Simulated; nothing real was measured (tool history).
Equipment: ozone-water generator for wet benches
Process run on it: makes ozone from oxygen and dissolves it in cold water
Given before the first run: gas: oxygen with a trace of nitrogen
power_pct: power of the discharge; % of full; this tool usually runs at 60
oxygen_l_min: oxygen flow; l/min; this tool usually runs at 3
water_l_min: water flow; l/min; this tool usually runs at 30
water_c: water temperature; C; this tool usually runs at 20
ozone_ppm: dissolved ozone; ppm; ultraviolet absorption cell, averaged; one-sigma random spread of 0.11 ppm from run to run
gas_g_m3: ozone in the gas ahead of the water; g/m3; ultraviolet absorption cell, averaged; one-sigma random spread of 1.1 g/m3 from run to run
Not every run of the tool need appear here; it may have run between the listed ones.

run	hour	power_pct	oxygen_l_min	water_l_min	water_c	ozone_ppm	gas_g_m3
1	0	60	3	30	20	9.4	193.8
2	51.9	60	3	30	20	9.5	194
3	90.9	60	3	30	20	9.3	193.2
4	159	60	3	30	20	9.4	193.1
5	216.2	60	3.74	30	20	10	175.6
6	298.2	60	3.74	30	20	10.1	178.3
7	354.7	90	3	30	20	12	247.2
8	397.8	51	3	19	20	13.5	176
9	444.1	51	3	19	20	13.2	174.5
10	529	60	3	30	17	9.6	192
11	597.6	60	3	30	17	9.4	191.9
12	674.3	60	3	30	17	9.7	193.4
13	745.5	64	3.92	44	17	7.1	180.5

Forecast each of these 5 alternatives for the next run:
A	810.3	64	2.62	27	26	?	?
B	810.3	60	3	34	20	?	?
C	810.3	64	3.65	44	24	?	?
D	810.3	60	3.92	44	23	?	?
E	810.3	90	3	35	20	?	?

run	ozone_ppm	gas_g_m3
A	9.9	211
B	8.1	193.8
C	6.7	185.6
D	6.5	175.5
E	10	245
Without the tool's hidden state the same runs would have given:
run	ozone_ppm	gas_g_m3
A	9.9	211.2
B	8.1	194
C	6.7	185.7
D	6.5	175.6
E	10	245.3
